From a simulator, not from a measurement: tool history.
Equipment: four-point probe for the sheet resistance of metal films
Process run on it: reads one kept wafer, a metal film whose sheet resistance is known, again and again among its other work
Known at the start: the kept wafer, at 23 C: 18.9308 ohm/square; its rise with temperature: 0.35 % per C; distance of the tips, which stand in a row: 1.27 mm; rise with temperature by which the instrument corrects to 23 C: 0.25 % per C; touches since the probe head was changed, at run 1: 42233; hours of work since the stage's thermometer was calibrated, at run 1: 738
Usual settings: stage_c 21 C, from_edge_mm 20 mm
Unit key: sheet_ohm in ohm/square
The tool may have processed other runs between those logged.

run	hour	stage_c	from_edge_mm	touches since the probe head was changed	hours of work since the stage's thermometer was calibrated	sheet_ohm
1	0.0	21	20	42233	738	19.040436
2	91.7	21	20	46472	797	19.043046
3	165.1	21	20	49867	843	19.041273
4	240.2	21	20	53343	891	19.045200
5	291.0	18	20	55690	923	18.983695
6	381.9	21	20	59895	981	19.053155
7	436.8	23	20	62433	1016	19.103903
8	516.5	23	20	66118	1067	19.105077
9	555.0	23	20	67900	1091	19.104985
10	603.9	23	20	70160	1122	19.105792
11	655.1	23	5	72531	1155	19.715476
12	725.0	28	8	75762	1200	19.433436
13	785.8	20	12	78571	1238	19.134753
14	853.0	20	43	81680	1281	19.035090
15	896.3	22	6	83684	1309	19.515523
16	945.3	29	4	85950	1340	20.195539

For run 17, what comes out?
17	1016.0	29	4	89217	1385	?

Logged for run 17: sheet_ohm 20.186640 ohm/square.
Without the tool's hidden state the same run would have given sheet_ohm 20.016921 ohm/square.

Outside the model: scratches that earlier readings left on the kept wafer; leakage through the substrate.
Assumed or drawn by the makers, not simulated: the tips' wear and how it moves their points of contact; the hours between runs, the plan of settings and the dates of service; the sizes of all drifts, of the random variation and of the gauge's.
